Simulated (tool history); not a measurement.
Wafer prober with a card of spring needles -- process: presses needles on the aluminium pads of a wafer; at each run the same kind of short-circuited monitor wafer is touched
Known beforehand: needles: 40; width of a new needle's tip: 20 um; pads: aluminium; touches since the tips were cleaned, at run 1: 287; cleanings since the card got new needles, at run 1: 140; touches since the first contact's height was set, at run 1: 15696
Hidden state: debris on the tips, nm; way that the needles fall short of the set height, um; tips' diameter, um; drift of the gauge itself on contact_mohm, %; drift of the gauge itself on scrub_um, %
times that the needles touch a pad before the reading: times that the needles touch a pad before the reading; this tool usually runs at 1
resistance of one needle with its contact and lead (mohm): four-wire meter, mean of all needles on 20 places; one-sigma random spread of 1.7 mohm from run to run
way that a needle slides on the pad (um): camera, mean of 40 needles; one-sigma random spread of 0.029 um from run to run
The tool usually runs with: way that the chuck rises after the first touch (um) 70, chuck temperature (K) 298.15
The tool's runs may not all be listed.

| run | hour | way that the chuck rises after the first touch (um) | chuck temperature (K) | times that the needles touch a pad before the reading | touches since the tips were cleaned | cleanings since the card got new needles | touches since the first contact's height was set | resistance of one needle with its contact and lead (mohm) | way that a needle slides on the pad (um) |
|---|---|---|---|---|---|---|---|---|---|
| 1 | 0.0 | 70 | 298.15 | 1 | 287 | 140 | 15696 | 180 | 9.52 |
|  | 7.9 | tips cleaned on abrasive film |
|  | 16.9 | tips cleaned on abrasive film |
| 2 | 16.9 | 70 | 298.15 | 1 | 0 | 142 | 23411 | 182 | 9.48 |
|  | 26.5 | tips cleaned on abrasive film |
|  | 34.5 | tips cleaned on abrasive film |
| 3 | 41.1 | 70 | 298.15 | 1 | 3078 | 144 | 34505 | 201 | 9.47 |
|  | 43.2 | tips cleaned on abrasive film |
|  | 51.1 | tips cleaned on abrasive film |
|  | 60.8 | tips cleaned on abrasive film |
|  | 70.3 | tips cleaned on abrasive film |
| 4 | 75.9 | 70 | 298.15 | 1 | 2566 | 148 | 50362 | 205 | 9.36 |
|  | 79.9 | tips cleaned on abrasive film |
|  | 89.5 | tips cleaned on abrasive film |
|  | 97.5 | tips cleaned on abrasive film |
| 5 | 101.6 | 83 | 298.15 | 1 | 1889 | 151 | 62102 | 187 | 11.18 |
|  | 105.6 | tips cleaned on abrasive film |
|  | 113.5 | tips cleaned on abrasive film |
|  | 121.5 | tips cleaned on abrasive film |
|  | 131.4 | tips cleaned on abrasive film |
| 6 | 134.9 | 83 | 298.15 | 1 | 1637 | 155 | 77315 | 191 | 11.01 |
|  | 140.6 | tips cleaned on abrasive film |
|  | 149.8 | tips cleaned on abrasive film |
|  | 159.5 | tips cleaned on abrasive film |
|  | 169.0 | tips cleaned on abrasive film |
| 7 | 174.3 | 83 | 298.15 | 1 | 2434 | 159 | 95307 | 191 | 10.93 |
|  | 178.3 | tips cleaned on abrasive film |
|  | 187.9 | tips cleaned on abrasive film |
|  | 197.6 | tips cleaned on abrasive film |
|  | 205.6 | tips cleaned on abrasive film |
|  | 214.0 | tips cleaned on abrasive film |
| 8 | 214.0 | 83 | 298.15 | 1 | 0 | 164 | 113446 | 179 | 10.96 |
|  | 223.4 | tips cleaned on abrasive film |
|  | 233.3 | tips cleaned on abrasive film |
| 9 | 239.1 | 83 | 298.15 | 1 | 2638 | 166 | 124915 | 196 | 10.83 |
|  | 243.1 | tips cleaned on abrasive film |
|  | 253.0 | tips cleaned on abrasive film |
|  | 260.9 | tips cleaned on abrasive film |
|  | 270.5 | tips cleaned on abrasive film |
|  | 274.7 | height of the first contact set anew |
| 10 | 275.4 | 83 | 298.15 | 1 | 2109 | 170 | 296 | 192 | 11.33 |
|  | 279.4 | tips cleaned on abrasive film |
|  | 289.3 | tips cleaned on abrasive film |
|  | 299.2 | tips cleaned on abrasive film |
| 11 | 306.5 | 83 | 298.15 | 1 | 3342 | 173 | 14514 | 200 | 11.35 |
|  | 308.5 | tips cleaned on abrasive film |
|  | 318.4 | tips cleaned on abrasive film |
|  | 326.4 | tips cleaned on abrasive film |
| 12 | 331.0 | 83 | 298.15 | 1 | 2127 | 176 | 25706 | 190 | 11.26 |
|  | 335.0 | tips cleaned on abrasive film |
|  | 344.8 | tips cleaned on abrasive film |
|  | 352.8 | tips cleaned on abrasive film |
|  | 362.3 | tips cleaned on abrasive film |
| 13 | 369.3 | 83 | 298.15 | 1 | 3230 | 180 | 43223 | 200 | 11.22 |
|  | 371.4 | tips cleaned on abrasive film |
|  | 381.0 | tips cleaned on abrasive film |
|  | 389.0 | tips cleaned on abrasive film |
|  | 396.9 | tips cleaned on abrasive film |
| 14 | 398.4 | 70 | 298.15 | 3 | 696 | 184 | 56487 | 183 | 9.33 |
|  | 406.4 | tips cleaned on abrasive film |
|  | 416.0 | tips cleaned on abrasive film |
|  | 424.0 | tips cleaned on abrasive film |
| 15 | 425.2 | 56 | 385.15 | 1 | 550 | 187 | 68709 | 217 | 7.36 |
|  | 433.1 | tips cleaned on abrasive film |
|  | 443.0 | tips cleaned on abrasive film |
| 16 | 450.0 | 70 | 298.15 | 1 | 3252 | 189 | 80092 | 211 | 9.25 |
|  | 452.1 | tips cleaned on abrasive film |
|  | 461.8 | tips cleaned on abrasive film |
| 17 | 468.2 | 70 | 298.15 | 1 | 2947 | 191 | 88404 | 212 | 9.25 |
|  | 470.3 | tips cleaned on abrasive film |
|  | 480.0 | tips cleaned on abrasive film |
| 18 | 487.3 | 70 | 298.15 | 1 | 3378 | 193 | 97121 | 215 | 9.25 |
|  | 489.4 | tips cleaned on abrasive film |
|  | 499.2 | tips cleaned on abrasive film |
| 19 | 506.9 | 76 | 395.15 | 1 | 3521 | 195 | 106068 | 221 | 10.01 |
|  | 508.9 | tips cleaned on abrasive film |
|  | 518.5 | tips cleaned on abrasive film |
|  | 528.4 | tips cleaned on abrasive film |
| 20 | 535.5 | 82 | 318.15 | 2 | 3276 | 198 | 119143 | 193 | 10.75 |
|  | 537.4 | tips cleaned on abrasive film |
|  | 547.3 | tips cleaned on abrasive film |
| 21 | 552.9 | 70 | 360.15 | 1 | 2574 | 200 | 127103 | 218 | 9.09 |
|  | 556.9 | tips cleaned on abrasive film |
|  | 568.9 | card fitted with new needles |
|  | 578.3 | tips cleaned on abrasive film |
|  | 588.0 | tips cleaned on abrasive film |
|  | 596.0 | tips cleaned on abrasive film |
| 22 | 603.8 | 62 | 298.15 | 3 | 3600 | 3 | 15952 | 183 | 8.41 |
|  | 605.8 | tips cleaned on abrasive film |
|  | 613.8 | tips cleaned on abrasive film |
|  | 623.7 | tips cleaned on abrasive film |
|  | 633.3 | tips cleaned on abrasive film |
| 23 | 638.6 | 62 | 298.15 | 3 | 2432 | 7 | 31853 | 182 | 8.36 |
|  | 642.6 | tips cleaned on abrasive film |
|  | 652.5 | tips cleaned on abrasive film |
|  | 660.4 | tips cleaned on abrasive film |
| 24 | 665.1 | 62 | 298.15 | 3 | 2158 | 10 | 43955 | 182 | 8.31 |
|  | 669.1 | tips cleaned on abrasive film |
|  | 678.7 | tips cleaned on abrasive film |
|  | 688.5 | tips cleaned on abrasive film |
|  | 698.1 | tips cleaned on abrasive film |
| 25 | 698.1 | 62 | 298.15 | 1 | 0 | 14 | 58997 | 182 | 8.21 |
|  | 707.1 | tips cleaned on abrasive film |
|  | 716.6 | tips cleaned on abrasive film |
|  | 726.2 | tips cleaned on abrasive film |
|  | 735.6 | tips cleaned on abrasive film |
| 26 | 736.3 | 62 | 298.15 | 1 | 343 | 18 | 76487 | 184 | 8.21 |
|  | 744.3 | tips cleaned on abrasive film |
|  | 754.0 | tips cleaned on abrasive film |
|  | 761.9 | tips cleaned on abrasive film |
|  | 771.3 | tips cleaned on abrasive film |
| 27 | 771.3 | 82 | 334.15 | 2 | 0 | 22 | 92450 | 184 | 10.86 |
|  | 779.2 | tips cleaned on abrasive film |
|  | 788.9 | tips cleaned on abrasive film |
| 28 | 796.7 | 80 | 298.15 | 3 | 3619 | 24 | 104102 | 183 | 10.55 |

Forecast each of these 4 alternatives for the next run:
|  | 798.8 | tips cleaned on abrasive film |
|  | 808.3 | tips cleaned on abrasive film |
| A | 814.2 | 50 | 298.15 | 2 | 2711 | 26 | 112067 | ? | ? |
|  | 798.8 | tips cleaned on abrasive film |
|  | 808.3 | tips cleaned on abrasive film |
| B | 814.2 | 76 | 298.15 | 1 | 2711 | 26 | 112067 | ? | ? |
|  | 798.8 | tips cleaned on abrasive film |
|  | 808.3 | tips cleaned on abrasive film |
| C | 814.2 | 63 | 298.15 | 2 | 2711 | 26 | 112067 | ? | ? |
|  | 798.8 | tips cleaned on abrasive film |
|  | 808.3 | tips cleaned on abrasive film |
| D | 814.2 | 50 | 398.15 | 1 | 2711 | 26 | 112067 | ? | ? |

| run | resistance of one needle with its contact and lead (mohm) | way that a needle slides on the pad (um) |
|---|---|---|
| A | 202 | 6.41 |
| B | 191 | 9.95 |
| C | 191 | 8.22 |
| D | 234 | 6.40 |
Stripped of hidden state, with their random variation kept, the same runs would have yielded:
| run | resistance of one needle with its contact and lead (mohm) | way that a needle slides on the pad (um) |
|---|---|---|
| A | 179 | 6.85 |
| B | 173 | 10.38 |
| C | 176 | 8.66 |
| D | 202 | 6.84 |
